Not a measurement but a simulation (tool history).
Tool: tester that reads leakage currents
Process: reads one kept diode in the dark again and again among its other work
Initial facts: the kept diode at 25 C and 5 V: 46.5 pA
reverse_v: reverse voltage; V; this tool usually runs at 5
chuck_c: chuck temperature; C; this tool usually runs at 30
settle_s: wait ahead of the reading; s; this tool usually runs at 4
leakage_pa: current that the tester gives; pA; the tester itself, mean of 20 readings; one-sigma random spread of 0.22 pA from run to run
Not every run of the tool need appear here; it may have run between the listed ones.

run,day,reverse_v,chuck_c,settle_s,leakage_pa
1,0,5,30,4,78.63
2,1.7,5,30,1.23,79.82
3,4.617,5,30,1.23,80.22
4,7.383,5,30,4,79.91
# day 8.8: probe card cleaned and baked
5,9.738,5,30,4,75.06
6,13.046,5,58,4,618.25
7,15,5,30,4,76.31
8,17.717,5,30,4,76.51
9,20.788,5,30,4,77.19
10,22.458,7.7,30,4,93.91
11,23.983,8.66,30,4,99.39
12,27.133,8.66,30,4,99.84
13,28.617,3.15,30,4,63.37
14,31.75,2.02,30,4,52.66
15,34.992,5,30,4,79.61
16,36.371,5,45,4,255.1
17,38.033,5,45,4,255.51
18,39.708,5,45,4,254.8
19,42.542,5,39,4,163.15
20,45.479,5,30,4,80.71
21,48.238,7.74,22,3.78,51.88
22,51.15,7.74,22,3.78,52.19
23,53.042,8.96,30,5.49,106.75
24,55.812,5,56,0.58,578.73
25,59.129,5,56,0.58,581.49
# day 60.621: chuck's temperature calibrated
26,60.642,5,26,1.25,54.15
27,63.192,5,26,1.25,54.14
28,65.2,10.08,40,0.76,225.25
29,68.554,1.28,45,6.76,130.19
30,71.246,2.21,21,4,24.75
31,74.038,3.73,55,2.47,435.29
32,75.696,5,30,4,75.83
33,79.021,5,30,4,76.25
34,81.554,13.83,25,4,82.65
35,84.1,1.6,23,7.72,25.84
36,85.817,15.58,21,6.77,64.56
37,87.712,1.3,30,1.06,42.65
38,89.442,9.64,26,3.49,77.45
39,91.025,1.25,30,7.69,41.74
40,93.154,1.25,30,7.69,42.19

Below are 4 alternative next runs, each starting from the tool's condition after run 40. Predict each:
A,96.229,9.52,37,0.46,?
B,96.229,1.25,53,7.69,?
C,96.229,11.15,30,2.16,?
D,96.229,1.25,31,1.78,?

run,leakage_pa
A,188.13
B,241.27
C,115.08
D,45.75
The same runs, with their run-to-run variation unchanged, on a tool lacking any hidden condition would have given:
run,leakage_pa
A,171.5
B,225.36
C,102.26
D,41.99

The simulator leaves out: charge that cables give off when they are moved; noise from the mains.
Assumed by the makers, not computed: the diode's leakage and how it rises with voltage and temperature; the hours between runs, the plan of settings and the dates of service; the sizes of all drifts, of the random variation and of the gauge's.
